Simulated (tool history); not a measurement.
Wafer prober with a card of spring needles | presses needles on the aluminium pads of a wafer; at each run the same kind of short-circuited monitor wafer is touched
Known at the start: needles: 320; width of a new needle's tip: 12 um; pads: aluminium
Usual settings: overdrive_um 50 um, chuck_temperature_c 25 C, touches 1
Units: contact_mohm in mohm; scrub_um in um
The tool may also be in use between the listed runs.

run,hour,overdrive_um,chuck_temperature_c,touches,contact_mohm,scrub_um
1,0,50,25,1,213,12.92
# hour 4: tips cleaned on abrasive film
# hour 6.3: height of the first contact set anew
# hour 14.4: tips cleaned on abrasive film
# hour 23.5: tips cleaned on abrasive film
2,30.8,50,25,1,231,13.28
# hour 32.9: tips cleaned on abrasive film
# hour 42.5: tips cleaned on abrasive film
# hour 52.3: tips cleaned on abrasive film
3,59.9,50,25,1,247,13.22
# hour 62: tips cleaned on abrasive film
# hour 71.3: tips cleaned on abrasive film
# hour 81.2: tips cleaned on abrasive film
4,87.3,50,25,1,235,13.13
# hour 89.4: tips cleaned on abrasive film
# hour 99.2: tips cleaned on abrasive film, once more
# hour 108.5: tips cleaned on abrasive film
# hour 118.2: tips cleaned on abrasive film
5,120.8,50,25,1,197,13.05
# hour 127.9: tips cleaned on abrasive film
# hour 138.1: tips cleaned on abrasive film
# hour 147.5: tips cleaned on abrasive film
6,154,50,25,1,242,12.96
# hour 156: tips cleaned on abrasive film
# hour 165.8: tips cleaned on abrasive film
# hour 175.3: tips cleaned on abrasive film
7,177.8,50,25,1,201,12.93
# hour 182.2: height of the first contact set anew
# hour 184.3: tips cleaned on abrasive film
# hour 194.3: tips cleaned on abrasive film
# hour 204: tips cleaned on abrasive film
8,208.5,50,25,1,227,13.26
# hour 212.6: tips cleaned on abrasive film
# hour 222.4: tips cleaned on abrasive film
9,228.6,63,25,1,207,16.67
# hour 230.7: tips cleaned on abrasive film
# hour 240.2: tips cleaned on abrasive film
# hour 249.6: tips cleaned on abrasive film
10,253.3,63,25,1,183,16.57
# hour 258.5: tips cleaned on abrasive film
# hour 268.2: tips cleaned on abrasive film
# hour 277.2: tips cleaned on abrasive film
# hour 287.4: tips cleaned on abrasive film
11,287.9,63,25,1,159,16.49
# hour 296.1: tips cleaned on abrasive film
# hour 305.1: tips cleaned on abrasive film
12,310.4,63,25,1,200,16.48
# hour 314.1: tips cleaned on abrasive film
# hour 323.4: tips cleaned on abrasive film
# hour 333.4: tips cleaned on abrasive film
# hour 343.1: tips cleaned on abrasive film
13,345.4,50,25,3,167,12.9
# hour 353.1: tips cleaned on abrasive film
# hour 357.5: height of the first contact set anew
# hour 363.1: tips cleaned on abrasive film
14,367.9,50,25,3,179,13.32
# hour 372: tips cleaned on abrasive film
# hour 381.4: tips cleaned on abrasive film
# hour 390.7: tips cleaned on abrasive film
15,396.3,47,99,2,214,12.44
# hour 400.5: tips cleaned on abrasive film
# hour 410.3: tips cleaned on abrasive film
# hour 419.8: tips cleaned on abrasive film
16,423.3,47,99,2,209,12.34
# hour 429.4: tips cleaned on abrasive film
# hour 439.6: tips cleaned on abrasive film
17,446,47,90,2,225,12.38
# hour 447.8: tips cleaned on abrasive film
# hour 457.8: tips cleaned on abrasive film
# hour 467.2: tips cleaned on abrasive film
# hour 475.5: tips cleaned on abrasive film
18,475.5,61,27,2,152,16
# hour 485.8: tips cleaned on abrasive film
# hour 494.9: tips cleaned on abrasive film
19,495.2,61,27,2,152,15.94
# hour 504.2: tips cleaned on abrasive film
# hour 513.5: tips cleaned on abrasive film
# hour 523.4: tips cleaned on abrasive film
20,524.6,46,114,1,206,11.89
# hour 532.3: tips cleaned on abrasive film
# hour 532.6: height of the first contact set anew
# hour 541.8: tips cleaned on abrasive film
21,542.9,46,114,1,205,12.25
# hour 550.5: tips cleaned on abrasive film
# hour 558.7: tips cleaned on abrasive film
22,564,46,114,1,265,12.18
# hour 568.1: tips cleaned on abrasive film
# hour 578.4: tips cleaned on abrasive film
23,583.6,46,114,1,262,12.17
# hour 587.6: tips cleaned on abrasive film
# hour 597.2: tips cleaned on abrasive film
# hour 607.4: tips cleaned on abrasive film
24,608.8,46,114,1,207,12.1

5 ways to go on from here, each from the tool as it stands after run 24. What would each give?
# hour 616.4: tips cleaned on abrasive film
# hour 624.7: tips cleaned on abrasive film
# hour 634.9: tips cleaned on abrasive film
A,635.9,57,33,1,?,?
# hour 616.4: tips cleaned on abrasive film
# hour 624.7: tips cleaned on abrasive film
# hour 634.9: tips cleaned on abrasive film
B,635.9,39,114,1,?,?
# hour 616.4: tips cleaned on abrasive film
# hour 624.7: tips cleaned on abrasive film
# hour 634.9: tips cleaned on abrasive film
C,635.9,60,101,1,?,?
# hour 616.4: tips cleaned on abrasive film
# hour 624.7: tips cleaned on abrasive film
# hour 634.9: tips cleaned on abrasive film
D,635.9,43,43,1,?,?
# hour 616.4: tips cleaned on abrasive film
# hour 624.7: tips cleaned on abrasive film
# hour 634.9: tips cleaned on abrasive film
E,635.9,68,114,1,?,?

run,contact_mohm,scrub_um
A,173,14.92
B,217,10.11
C,182,15.73
D,196,11.19
E,179,17.85
Without the tool's hidden state the same runs would have given:
run,contact_mohm,scrub_um
A,143,15.2
B,164,10.39
C,156,16.01
D,149,11.47
E,158,18.13
